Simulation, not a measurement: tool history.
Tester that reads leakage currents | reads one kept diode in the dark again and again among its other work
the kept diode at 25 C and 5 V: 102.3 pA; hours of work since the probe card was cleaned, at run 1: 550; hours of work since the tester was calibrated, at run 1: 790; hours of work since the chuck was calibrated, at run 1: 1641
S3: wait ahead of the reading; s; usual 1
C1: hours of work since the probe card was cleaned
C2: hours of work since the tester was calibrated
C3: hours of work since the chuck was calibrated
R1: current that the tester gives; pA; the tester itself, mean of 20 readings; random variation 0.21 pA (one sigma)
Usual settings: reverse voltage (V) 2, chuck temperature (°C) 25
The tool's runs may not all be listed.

Run 1, day 0: usual settings; C1 550; C2 790; C3 1641. Result: R1 65.36 pA.
Run 2, day 1.762: usual settings but reverse voltage (V) 1.86; C1 582; C2 823; C3 1674. Result: R1 63.78 pA.
Run 3, day 3.633: usual settings but chuck temperature (°C) 36; C1 617; C2 858; C3 1709. Result: R1 175.9 pA.
Run 4, day 4.971: usual settings but S3 0.4 s; C1 642; C2 883; C3 1734. Result: R1 66.58 pA.
Run 5, day 7.029: usual settings but S3 0.4 s; C1 681; C2 921; C3 1772. Result: R1 66.39 pA.
Run 6, day 7.975: usual settings; C1 698; C2 939; C3 1790. Result: R1 65.87 pA.
Run 7, day 9.15: usual settings; C1 720; C2 961; C3 1812. Result: R1 65.52 pA.
Run 8, day 11.154: usual settings; C1 758; C2 998; C3 1849. Result: R1 65.45 pA.
Run 9, day 12.379: usual settings; C1 781; C2 1021; C3 1872. Result: R1 65.19 pA.
Run 10, day 13.792: usual settings but reverse voltage (V) 9.71; C1 807; C2 1048; C3 1899. Result: R1 136.86 pA.
Run 11, day 14.704: usual settings but reverse voltage (V) 9.71; C1 824; C2 1065; C3 1916. Result: R1 137.21 pA.
Run 12, day 16.362: usual settings but S3 3.54 s; C1 855; C2 1096; C3 1947. Result: R1 64.64 pA.
At day 16.621: chuck's temperature calibrated.
Run 13, day 17.354: usual settings but S3 3.54 s; C1 872; C2 1113; C3 14. Result: R1 63.03 pA.
Run 14, day 18.379: usual settings but reverse voltage (V) 1.26, S3 3.54 s; C1 891; C2 1132; C3 33. Result: R1 50.91 pA.
Run 15, day 20.108: usual settings but reverse voltage (V) 2.17, chuck temperature (°C) 58, S3 7.9 s; C1 924; C2 1164; C3 65. Result: R1 1056.66 pA.
Run 16, day 21.696: usual settings but reverse voltage (V) 10.4, chuck temperature (°C) 38, S3 1.62 s; C1 953; C2 1194; C3 95. Result: R1 419.72 pA.
At day 22.371: chuck's temperature calibrated, once more.
Run 17, day 23.583: usual settings but reverse voltage (V) 10.4, chuck temperature (°C) 38, S3 1.62 s; C1 987; C2 1227; C3 23. Result: R1 468.85 pA.
Run 18, day 25.538: usual settings but reverse voltage (V) 18.89, chuck temperature (°C) 31, S3 1.56 s; C1 1023; C2 1264; C3 59. Result: R1 339.6 pA.
Run 19, day 27.588: usual settings but reverse voltage (V) 6.62; C1 1062; C2 1302; C3 97. Result: R1 123.56 pA.
Run 20, day 28.871: usual settings but reverse voltage (V) 2.11, chuck temperature (°C) 42, S3 3.07 s; C1 1086; C2 1326; C3 121. Result: R1 320.53 pA.
Run 21, day 30.888: usual settings but reverse voltage (V) 2.11, chuck temperature (°C) 42, S3 3.07 s; C1 1123; C2 1364; C3 159. Result: R1 318.91 pA.
Run 22, day 31.979: usual settings but reverse voltage (V) 2.11, chuck temperature (°C) 42, S3 3.07 s; C1 1144; C2 1384; C3 179. Result: R1 319.1 pA.
Run 23, day 32.95: usual settings but reverse voltage (V) 1.44, chuck temperature (°C) 60, S3 0.56 s; C1 1162; C2 1402; C3 198. Result: R1 1128.14 pA.
Run 24, day 34.538: usual settings but reverse voltage (V) 1.44, chuck temperature (°C) 60, S3 0.56 s; C1 1191; C2 1432; C3 227. Result: R1 1126.79 pA.
Run 25, day 36.429: usual settings but reverse voltage (V) 1.44, chuck temperature (°C) 60, S3 0.56 s; C1 1227; C2 1467; C3 263. Result: R1 1124.47 pA.
Run 26, day 37.404: usual settings but reverse voltage (V) 1.44, chuck temperature (°C) 60, S3 0.56 s; C1 1245; C2 1486; C3 281. Result: R1 1129.09 pA.

3 ways to go on from here, each from the tool as it stands after run 26. What would each give?
Run A, day 38.583: usual settings but reverse voltage (V) 4.76, chuck temperature (°C) 49, S3 1.98 s; C1 1267; C2 1508; C3 303. Result: R1 ?.
Run B, day 38.583: usual settings but reverse voltage (V) 1.44, chuck temperature (°C) 47, S3 2.11 s; C1 1267; C2 1508; C3 303. Result: R1 ?.
Run C, day 38.583: usual settings but reverse voltage (V) 10.73, chuck temperature (°C) 52, S3 1.33 s; C1 1267; C2 1508; C3 303. Result: R1 ?.

run       R1
  A   814.18
  B   406.57
  C  1477.13
Without the tool's hidden state the same runs would have given:
run       R1
  A   816.86
  B   408.82
  C  1479.94
